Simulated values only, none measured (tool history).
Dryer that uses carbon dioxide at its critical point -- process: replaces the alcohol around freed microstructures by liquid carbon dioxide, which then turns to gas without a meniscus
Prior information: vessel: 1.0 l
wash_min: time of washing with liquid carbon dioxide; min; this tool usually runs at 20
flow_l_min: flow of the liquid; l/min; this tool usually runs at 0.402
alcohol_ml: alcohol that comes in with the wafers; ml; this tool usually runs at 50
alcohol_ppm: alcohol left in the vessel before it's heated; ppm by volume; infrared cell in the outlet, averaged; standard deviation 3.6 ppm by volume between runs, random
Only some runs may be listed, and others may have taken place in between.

run    day  wash_min  flow_l_min  alcohol_ml  alcohol_ppm
  1  0.000        20       0.402          50           82
  2  0.204        20       0.402          50           77
  3  0.596        30       0.402          50           11
     0.750  -- inlet filter changed
  4  1.008        20       0.402          50           36
  5  1.288        20       0.402          50           30
  6  1.521        20       0.402          50           39
  7  1.767        20       0.402          50           40
  8  2.000        20       0.402          50           38
  9  2.383        20       0.402          50           42
 10  2.762        20       0.402          50           43
 11  3.133        20       0.402          50           41
 12  3.492        20       0.402          58           51
 13  3.696        20       0.402          28           27
 14  4.071        20       0.402          50           48
 15  4.279        17       0.402          54          121
 16  4.692        20       0.597         114           10
 17  4.979        14       0.597          52           36
 18  5.179        20       0.597          54           12
 19  5.496        26       0.402          50           19
 20  5.908        27       0.649          44            6
 21  6.171        27       0.358          40           16
 22  6.462        27       0.350         111           33
 23  6.812        15       0.402          43          198
 24  7.029        31       0.352          50           15
 25  7.229        29       0.462          50           11
 26  7.604        29       0.462          50           15
 27  7.858        29       0.462          50           10
 28  8.158        28       0.462          43           15

Measured less the same run without the tool's hidden state. The same run-to-run variation is in both; the gauge's scatter may not be:
Unlogged tool condition in this case: flow that reaches the vessel past the clogged filter, %; alcohol in the recycled carbon dioxide, ppm; drift of the gauge itself on alcohol_ppm, %.
run  alcohol_ppm
  1          +51
  2          +52
  3           +5
  4           +4
  5           +4
  6           +4
  7           +5
  8           +5
  9           +6
 10           +7
 11           +7
 12           +9
 13           +6
 14           +9
 15          +19
 16           +4
 17           +9
 18           +5
 19           +5
 20           +4
 21           +6
 22          +11
 23          +43
 24           +5
 25           +5
 26           +5
 27           +5
 28           +5

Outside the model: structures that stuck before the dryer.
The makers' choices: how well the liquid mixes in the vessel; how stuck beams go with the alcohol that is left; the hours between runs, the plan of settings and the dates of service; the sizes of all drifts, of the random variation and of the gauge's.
